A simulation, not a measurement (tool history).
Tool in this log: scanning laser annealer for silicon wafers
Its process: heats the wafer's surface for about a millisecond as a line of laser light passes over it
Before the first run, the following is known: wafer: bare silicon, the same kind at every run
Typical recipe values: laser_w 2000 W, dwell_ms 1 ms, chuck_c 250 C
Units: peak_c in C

run 1 hour=0 | laser_w=2000 dwell_ms=1 chuck_c=250 | peak_c=970
run 2 hour=26.8 | laser_w=2000 dwell_ms=1 chuck_c=250 | peak_c=969
run 3 hour=68.8 | laser_w=2110 dwell_ms=1 chuck_c=250 | peak_c=1003
-- hour=107.1 window over the wafer cleaned
run 4 hour=109.6 | laser_w=2110 dwell_ms=1 chuck_c=250 | peak_c=1034
run 5 hour=149.6 | laser_w=2110 dwell_ms=1 chuck_c=250 | peak_c=1026
run 6 hour=184.5 | laser_w=2019 dwell_ms=1 chuck_c=250 | peak_c=993
run 7 hour=218.2 | laser_w=2019 dwell_ms=1 chuck_c=250 | peak_c=998
run 8 hour=274.8 | laser_w=1763 dwell_ms=1 chuck_c=250 | peak_c=894
run 9 hour=328 | laser_w=1763 dwell_ms=1 chuck_c=250 | peak_c=896
run 10 hour=376.7 | laser_w=2109 dwell_ms=1 chuck_c=250 | peak_c=1017
run 11 hour=404.5 | laser_w=2109 dwell_ms=1 chuck_c=250 | peak_c=1020
run 12 hour=458.5 | laser_w=2109 dwell_ms=1 chuck_c=250 | peak_c=1017
run 13 hour=483.2 | laser_w=2000 dwell_ms=1 chuck_c=250 | peak_c=977
run 14 hour=511.1 | laser_w=2000 dwell_ms=1 chuck_c=250 | peak_c=975
run 15 hour=568.8 | laser_w=2160 dwell_ms=1 chuck_c=224 | peak_c=1009
run 16 hour=606.1 | laser_w=2160 dwell_ms=1 chuck_c=224 | peak_c=1006
run 17 hour=641.4 | laser_w=2073 dwell_ms=1.24 chuck_c=250 | peak_c=1093
run 18 hour=691.7 | laser_w=1760 dwell_ms=0.85 chuck_c=275 | peak_c=851
run 19 hour=731.6 | laser_w=1895 dwell_ms=0.81 chuck_c=250 | peak_c=852
run 20 hour=776.2 | laser_w=2000 dwell_ms=1 chuck_c=243 | peak_c=960
run 21 hour=832.2 | laser_w=1795 dwell_ms=1.25 chuck_c=277 | peak_c=1006
run 22 hour=872.5 | laser_w=2031 dwell_ms=1 chuck_c=250 | peak_c=976
-- hour=907.6 window over the wafer cleaned
run 23 hour=927.4 | laser_w=1992 dwell_ms=1.03 chuck_c=229 | peak_c=971
run 24 hour=960.2 | laser_w=1968 dwell_ms=1 chuck_c=254 | peak_c=974
run 25 hour=1007.3 | laser_w=1968 dwell_ms=1 chuck_c=254 | peak_c=975
run 26 hour=1033.3 | laser_w=2000 dwell_ms=1.18 chuck_c=250 | peak_c=1052

Here are 5 independent what-if runs from the current tool condition. What would each one return?
run A hour=1076.1 | laser_w=2000 dwell_ms=1.18 chuck_c=212 | peak_c=?
run B hour=1076.1 | laser_w=1851 dwell_ms=1.18 chuck_c=250 | peak_c=?
run C hour=1076.1 | laser_w=2194 dwell_ms=0.99 chuck_c=250 | peak_c=?
run D hour=1076.1 | laser_w=1967 dwell_ms=1.18 chuck_c=214 | peak_c=?
run E hour=1076.1 | laser_w=2000 dwell_ms=0.86 chuck_c=237 | peak_c=?

run=A peak_c=1010
run=B peak_c=992
run=C peak_c=1045
run=D peak_c=997
run=E peak_c=905
Stripped of hidden state, with their random variation kept, the same runs would have yielded:
run=A peak_c=1032
run=B peak_c=1012
run=C peak_c=1066
run=D peak_c=1019
run=E peak_c=923
